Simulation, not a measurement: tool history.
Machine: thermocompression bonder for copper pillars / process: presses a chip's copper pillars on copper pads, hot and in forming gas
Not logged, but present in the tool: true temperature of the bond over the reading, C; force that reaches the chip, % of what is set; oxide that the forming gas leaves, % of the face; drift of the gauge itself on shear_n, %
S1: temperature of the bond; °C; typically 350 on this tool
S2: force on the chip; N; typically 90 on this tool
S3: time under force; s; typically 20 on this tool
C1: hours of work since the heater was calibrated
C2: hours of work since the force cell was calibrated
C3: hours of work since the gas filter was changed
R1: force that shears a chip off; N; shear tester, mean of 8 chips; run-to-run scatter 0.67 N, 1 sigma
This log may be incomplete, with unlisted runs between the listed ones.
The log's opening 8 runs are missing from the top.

run,hour,S1,S2,S3,C1,C2,C3,R1
9,88.2,350,90,20,692,74,74,92.9
10,100.7,350,90,20,698,80,80,91.1
11,107,350,122,20,701,83,83,102.4
12,120.4,350,122,20,707,89,89,101.8
13,126.6,350,122,20,710,92,92,102.7
14,141.5,350,122,20,716,98,98,101
15,156.2,350,122,20,723,105,105,102.3
16,165.3,350,90,27,727,109,109,98.9
17,173.9,350,90,27,731,113,113,98.6
18,184,350,108,27,736,117,117,104.9
19,197.8,350,90,39,742,124,124,109.2
20,210.8,350,90,20,748,130,130,91.3
21,225.8,350,90,20,755,136,136,89.2
22,240.5,350,109,20,761,143,143,95.9
23,255.5,350,61,20,768,150,150,76.8
24,265.6,334,68,28,773,154,154,76.9
25,277.2,334,97,54,778,160,160,105.4
26,284.3,334,97,54,781,163,163,107
27,296.6,354,90,20,787,168,168,92.2
# hour 299.5: heater calibrated with a thermocouple chip
28,308,354,66,20,4,173,173,82.3
29,321.2,354,66,20,10,179,179,81.9
30,333.4,354,66,20,15,184,184,82.2
31,346,346,64,31,21,190,190,86.7
# hour 352.7: heater calibrated with a thermocouple chip, once more
# hour 356.2: forming gas filter changed
32,360.2,350,90,13,3,195,2,77

For run 33, what comes out?
33,375.8,350,90,13,10,202,9,?

{"run 33": {"R1": 77.4}}
Without the tool's hidden state the same run would have given R1 77.7 N.
